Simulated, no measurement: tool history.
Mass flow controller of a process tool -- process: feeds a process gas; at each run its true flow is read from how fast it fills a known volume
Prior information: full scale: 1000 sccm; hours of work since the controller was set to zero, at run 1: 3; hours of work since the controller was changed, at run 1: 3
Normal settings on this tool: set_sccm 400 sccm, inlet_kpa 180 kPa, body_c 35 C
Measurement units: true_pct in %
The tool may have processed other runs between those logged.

| run | day | set_sccm | inlet_kpa | body_c | hours of work since the controller was set to zero | hours of work since the controller was changed | true_pct |
|---|---|---|---|---|---|---|---|
| 1 | 0 | 400 | 180 | 35 | 3 | 3 | 100.36 |
| 2 | 2.662 | 400 | 180 | 35 | 38 | 38 | 100.47 |
| 3 | 5.688 | 400 | 180 | 35 | 78 | 78 | 100.36 |
| 4 | 8.796 | 400 | 180 | 35 | 118 | 118 | 100.63 |
| 5 | 10.496 | 400 | 180 | 35 | 141 | 141 | 100.66 |
| 6 | 13.754 | 644 | 180 | 35 | 183 | 183 | 100.84 |
| 7 | 17.108 | 644 | 180 | 35 | 227 | 227 | 101 |
| 8 | 19.704 | 644 | 180 | 35 | 261 | 261 | 100.99 |
| 9 | 21.817 | 400 | 194 | 35 | 289 | 289 | 100.64 |
| 10 | 23.712 | 400 | 180 | 29 | 314 | 314 | 100.48 |
| 11 | 25.488 | 400 | 180 | 32 | 337 | 337 | 100.72 |
| 12 | 28.667 | 400 | 180 | 32 | 379 | 379 | 100.73 |
| 13 | 31.942 | 400 | 180 | 32 | 422 | 422 | 100.7 |
| 14 | 34.129 | 400 | 180 | 35 | 451 | 451 | 101.07 |
| 15 | 35.712 | 400 | 180 | 35 | 471 | 471 | 101.02 |
| 16 | 38.896 | 400 | 180 | 35 | 513 | 513 | 101.17 |
| 17 | 42.321 | 197 | 180 | 35 | 558 | 558 | 101.08 |
| 18 | 44.975 | 400 | 197 | 35 | 593 | 593 | 101.34 |
| 19 | 48.15 | 400 | 197 | 35 | 635 | 635 | 101.24 |
| 20 | 49.638 | 400 | 180 | 35 | 654 | 654 | 101.47 |
| 21 | 51.325 | 400 | 180 | 35 | 676 | 676 | 101.48 |
| 22 | 53.075 | 400 | 180 | 35 | 699 | 699 | 101.63 |
| 23 | 55.846 | 400 | 180 | 22 | 736 | 736 | 100.71 |
| 24 | 58.838 | 400 | 180 | 22 | 775 | 775 | 100.74 |
| 25 | 61.138 | 400 | 180 | 32 | 805 | 805 | 101.65 |
| 26 | 64.562 | 745 | 180 | 21 | 850 | 850 | 101.12 |
| 27 | 66.425 | 745 | 180 | 21 | 874 | 874 | 101.34 |
| 28 | 68.396 | 745 | 180 | 29 | 900 | 900 | 101.88 |
| 29 | 71.704 | 400 | 160 | 37 | 944 | 944 | 102.41 |
| 30 | 73.388 | 400 | 178 | 21 | 966 | 966 | 101 |
| 31 | 75.654 | 400 | 178 | 21 | 995 | 995 | 101.2 |
| 32 | 78.229 | 400 | 234 | 30 | 1029 | 1029 | 101.47 |
| 33 | 80.312 | 301 | 163 | 27 | 1057 | 1057 | 101.65 |
| 34 | 82.238 | 145 | 158 | 34 | 1082 | 1082 | 102.15 |
|  | 84.108 | gauge calibrated |
| 35 | 84.108 | 145 | 158 | 34 | 1106 | 1106 | 100.22 |
| 36 | 86.458 | 472 | 156 | 23 | 1137 | 1137 | 99.75 |
| 37 | 88.692 | 472 | 156 | 28 | 1166 | 1166 | 100.18 |
| 38 | 90.162 | 248 | 194 | 24 | 1186 | 1186 | 99.51 |
| 39 | 93.308 | 248 | 194 | 24 | 1227 | 1227 | 99.66 |
| 40 | 94.904 | 633 | 208 | 27 | 1248 | 1248 | 99.92 |
| 41 | 96.971 | 358 | 217 | 27 | 1275 | 1275 | 99.7 |
| 42 | 100.312 | 358 | 145 | 28 | 1319 | 1319 | 100.5 |
| 43 | 102.358 | 358 | 145 | 28 | 1346 | 1346 | 100.47 |
| 44 | 104.988 | 198 | 162 | 26 | 1380 | 1380 | 99.99 |
| 45 | 107.729 | 198 | 268 | 37 | 1416 | 1416 | 100.32 |
| 46 | 109.971 | 357 | 222 | 27 | 1446 | 1446 | 100.05 |
| 47 | 112.262 | 357 | 222 | 31 | 1476 | 1476 | 100.4 |

For some of the steps in true_pct from one run to the next: how much would appear even if the tool had no hidden state, given the settings, what came in and random variation, and how much remains for the hidden state plus any gauge scatter that the measured result and the result without hidden state don't share?
Hidden state at play: flow at rest that the sensor doesn't see, % of full scale; true flow over the shown one, %; drift of the gauge itself on true_pct, %.
Run 3 -> 4: no setting touched and nothing written in the log between the runs. true_pct +0.27 %: hidden state +0.08, all else +0.19.
Run 6 -> 7: no setting touched and nothing written in the log between the runs. true_pct +0.16 %: hidden state +0.08, all else +0.08.
Run 22 -> 23: body_c 35 -> 22. true_pct -0.92 %: hidden state +0.05, all else -0.97.
Run 29 -> 30: inlet_kpa 160 -> 178, body_c 37 -> 21. true_pct -1.41 %: hidden state +0.02, all else -1.43.
Run 34 -> 35: gauge calibrated. true_pct -1.93 %: hidden state -1.9, all else -0.03.
